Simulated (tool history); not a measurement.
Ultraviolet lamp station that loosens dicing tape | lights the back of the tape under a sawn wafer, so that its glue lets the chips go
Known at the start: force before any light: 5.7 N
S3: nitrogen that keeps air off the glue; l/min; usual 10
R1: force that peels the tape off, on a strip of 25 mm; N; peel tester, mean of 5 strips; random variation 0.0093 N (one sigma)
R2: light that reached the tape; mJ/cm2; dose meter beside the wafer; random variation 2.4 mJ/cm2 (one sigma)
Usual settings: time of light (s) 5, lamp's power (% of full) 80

{"run": 1, "hour": 0.0, "time of light (s)": 5, "lamp's power (% of full)": 80, "S3": 10, "R1": 0.378, "R2": 282}
{"run": 2, "hour": 6.0, "time of light (s)": 5, "lamp's power (% of full)": 80, "S3": 10, "R1": 0.396, "R2": 273}
{"run": 3, "hour": 12.7, "time of light (s)": 5, "lamp's power (% of full)": 80, "S3": 10, "R1": 0.391, "R2": 279}
{"run": 4, "hour": 18.1, "time of light (s)": 5, "lamp's power (% of full)": 80, "S3": 10, "R1": 0.409, "R2": 278}
{"run": 5, "hour": 22.0, "time of light (s)": 5, "lamp's power (% of full)": 80, "S3": 10, "R1": 0.383, "R2": 277}
{"run": 6, "hour": 26.0, "time of light (s)": 5, "lamp's power (% of full)": 80, "S3": 10, "R1": 0.401, "R2": 274}
{"run": 7, "hour": 32.5, "time of light (s)": 5, "lamp's power (% of full)": 80, "S3": 10, "R1": 0.392, "R2": 278}
{"run": 8, "hour": 37.1, "time of light (s)": 5, "lamp's power (% of full)": 80, "S3": 7, "R1": 0.516, "R2": 280}
{"run": 9, "hour": 46.6, "time of light (s)": 5, "lamp's power (% of full)": 80, "S3": 13, "R1": 0.346, "R2": 278}
{"run": 10, "hour": 52.3, "time of light (s)": 5, "lamp's power (% of full)": 80, "S3": 10, "R1": 0.378, "R2": 278}
{"run": 11, "hour": 58.5, "time of light (s)": 5, "lamp's power (% of full)": 80, "S3": 10, "R1": 0.376, "R2": 280}
{"run": 12, "hour": 62.5, "time of light (s)": 5, "lamp's power (% of full)": 80, "S3": 10, "R1": 0.389, "R2": 271}
{"run": 13, "hour": 72.0, "time of light (s)": 5, "lamp's power (% of full)": 80, "S3": 10, "R1": 0.4, "R2": 275}
{"run": 14, "hour": 80.6, "time of light (s)": 5, "lamp's power (% of full)": 80, "S3": 10, "R1": 0.389, "R2": 279}
{"run": 15, "hour": 86.9, "time of light (s)": 5, "lamp's power (% of full)": 80, "S3": 3, "R1": 0.883, "R2": 273}
{"run": 16, "hour": 91.7, "time of light (s)": 5, "lamp's power (% of full)": 80, "S3": 3, "R1": 0.866, "R2": 275}
{"run": 17, "hour": 100.4, "time of light (s)": 5, "lamp's power (% of full)": 80, "S3": 3, "R1": 0.89, "R2": 275}
{"run": 18, "hour": 104.8, "time of light (s)": 5, "lamp's power (% of full)": 80, "S3": 3, "R1": 0.88, "R2": 277}
{"run": 19, "hour": 111.6, "time of light (s)": 5, "lamp's power (% of full)": 80, "S3": 3, "R1": 0.907, "R2": 278}
{"run": 20, "hour": 121.2, "time of light (s)": 9, "lamp's power (% of full)": 97, "S3": 11, "R1": 0.154, "R2": 599}
{"run": 21, "hour": 129.0, "time of light (s)": 5, "lamp's power (% of full)": 64, "S3": 11, "R1": 0.578, "R2": 219}
{"run": 22, "hour": 136.5, "time of light (s)": 6, "lamp's power (% of full)": 80, "S3": 10, "R1": 0.275, "R2": 333}
{"run": 23, "hour": 144.4, "time of light (s)": 7, "lamp's power (% of full)": 75, "S3": 13, "R1": 0.197, "R2": 367}
{"run": 24, "hour": 152.9, "time of light (s)": 6, "lamp's power (% of full)": 91, "S3": 3, "R1": 0.49, "R2": 378}
{"run": 25, "hour": 161.2, "time of light (s)": 2, "lamp's power (% of full)": 69, "S3": 9, "R1": 2.126, "R2": 94}
{"run": 26, "hour": 170.6, "time of light (s)": 4, "lamp's power (% of full)": 67, "S3": 9, "R1": 0.88, "R2": 187}
{"run": 27, "hour": 175.8, "time of light (s)": 4, "lamp's power (% of full)": 67, "S3": 9, "R1": 0.895, "R2": 185}
{"run": 28, "hour": 182.3, "time of light (s)": 3, "lamp's power (% of full)": 91, "S3": 3, "R1": 1.495, "R2": 193}
{"run": 29, "hour": 190.3, "time of light (s)": 5, "lamp's power (% of full)": 63, "S3": 10, "R1": 0.619, "R2": 216}

4 ways to go on from here, each from the tool as it stands after run 29. What would each give?
{"run": "A", "hour": 199.5, "time of light (s)": 3, "lamp's power (% of full)": 69, "S3": 6, "R1": "?", "R2": "?"}
{"run": "B", "hour": 199.5, "time of light (s)": 3, "lamp's power (% of full)": 93, "S3": 18, "R1": "?", "R2": "?"}
{"run": "C", "hour": 199.5, "time of light (s)": 8, "lamp's power (% of full)": 70, "S3": 3, "R1": "?", "R2": "?"}
{"run": "D", "hour": 199.5, "time of light (s)": 5, "lamp's power (% of full)": 69, "S3": 10, "R1": "?", "R2": "?"}

run=A R1=1.584 R2=142
run=B R1=0.586 R2=189
run=C R1=0.476 R2=390
run=D R1=0.526 R2=237
Without the tool's hidden state the same runs would have given:
run=A R1=1.58 R2=142
run=B R1=0.584 R2=190
run=C R1=0.474 R2=391
run=D R1=0.524 R2=238
